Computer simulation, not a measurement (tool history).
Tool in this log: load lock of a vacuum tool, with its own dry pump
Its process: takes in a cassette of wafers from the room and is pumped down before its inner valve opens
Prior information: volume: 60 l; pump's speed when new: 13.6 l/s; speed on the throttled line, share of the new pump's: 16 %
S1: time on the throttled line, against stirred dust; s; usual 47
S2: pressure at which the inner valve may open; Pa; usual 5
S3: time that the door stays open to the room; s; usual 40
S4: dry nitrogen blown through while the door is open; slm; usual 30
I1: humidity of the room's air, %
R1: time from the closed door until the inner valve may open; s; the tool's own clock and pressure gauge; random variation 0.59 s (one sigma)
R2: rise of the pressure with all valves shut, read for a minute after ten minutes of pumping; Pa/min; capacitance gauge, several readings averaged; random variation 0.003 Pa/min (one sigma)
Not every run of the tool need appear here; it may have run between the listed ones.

Run 1, day 0.000: usual settings; I1 45.2. Result: R1 90.4 s, R2 0.030 Pa/min.
Run 2, day 1.846: usual settings; I1 45.5. Result: R1 90.0 s, R2 0.034 Pa/min.
Run 3, day 3.983: usual settings; I1 41.9. Result: R1 90.6 s, R2 0.030 Pa/min.
Run 4, day 6.692: usual settings; I1 46.9. Result: R1 90.3 s, R2 0.035 Pa/min.
Run 5, day 9.046: usual settings but S4 18 slm; I1 43.2. Result: R1 90.5 s, R2 0.032 Pa/min.
Run 6, day 12.079: usual settings; I1 40.9. Result: R1 91.7 s, R2 0.026 Pa/min.
Run 7, day 15.917: usual settings; I1 45.9. Result: R1 90.2 s, R2 0.035 Pa/min.
Run 8, day 19.333: usual settings but S4 13 slm; I1 44.0. Result: R1 91.6 s, R2 0.041 Pa/min.
Run 9, day 23.050: usual settings but S4 13 slm; I1 46.5. Result: R1 91.7 s, R2 0.043 Pa/min.
Run 10, day 25.083: usual settings but S3 138 s, S4 13 slm; I1 44.6. Result: R1 90.6 s, R2 0.085 Pa/min.
Run 11, day 28.121: usual settings but S2 10 Pa, S4 25 slm; I1 46.2. Result: R1 87.1 s, R2 0.035 Pa/min.
Run 12, day 30.154: usual settings but S1 34 s, S2 10 Pa, S3 49 s, S4 25 slm; I1 43.5. Result: R1 75.7 s, R2 0.042 Pa/min.
Run 13, day 32.138: usual settings but S1 85 s, S2 8 Pa, S3 27 s, S4 37 slm; I1 42.0. Result: R1 120.3 s, R2 0.025 Pa/min.
Run 14, day 33.796: usual settings but S1 66 s, S2 8 Pa, S3 170 s, S4 37 slm; I1 46.7. Result: R1 104.2 s, R2 0.075 Pa/min.
Run 15, day 36.233: usual settings but S1 69 s, S2 6 Pa, S3 26 s, S4 17 slm; I1 45.3. Result: R1 108.1 s, R2 0.031 Pa/min.
Run 16, day 39.196: usual settings but S1 28 s, S2 6 Pa, S3 127 s, S4 10 slm; I1 43.7. Result: R1 74.8 s, R2 0.091 Pa/min.

Each row is a separate what-if for the run after 16, all from the same tool condition, not one after another. Results?
Run A, day 42.275: usual settings but S2 9 Pa; I1 43.8. Result: R1 ?, R2 ?.
Run B, day 42.275: usual settings but S1 25 s, S2 6 Pa, S3 79 s, S4 14 slm; I1 43.2. Result: R1 ?, R2 ?.
Run C, day 42.275: usual settings but S2 9 Pa; I1 45.9. Result: R1 ?, R2 ?.
Run D, day 42.275: usual settings but S1 28 s, S2 6 Pa, S3 35 s, S4 5 slm; I1 43.7. Result: R1 ?, R2 ?.
Run E, day 42.275: usual settings but S1 28 s, S2 6 Pa, S3 79 s, S4 10 slm; I1 43.7. Result: R1 ?, R2 ?.

run    R1     R2
  A  88.3  0.033
  B  71.8  0.062
  C  87.6  0.033
  D  76.3  0.042
  E  75.2  0.067
The same runs, with their run-to-run variation unchanged, on a tool lacking any hidden condition would have given:
run    R1     R2
  A  81.0  0.026
  B  63.3  0.054
  C  80.4  0.026
  D  67.9  0.035
  E  66.9  0.060

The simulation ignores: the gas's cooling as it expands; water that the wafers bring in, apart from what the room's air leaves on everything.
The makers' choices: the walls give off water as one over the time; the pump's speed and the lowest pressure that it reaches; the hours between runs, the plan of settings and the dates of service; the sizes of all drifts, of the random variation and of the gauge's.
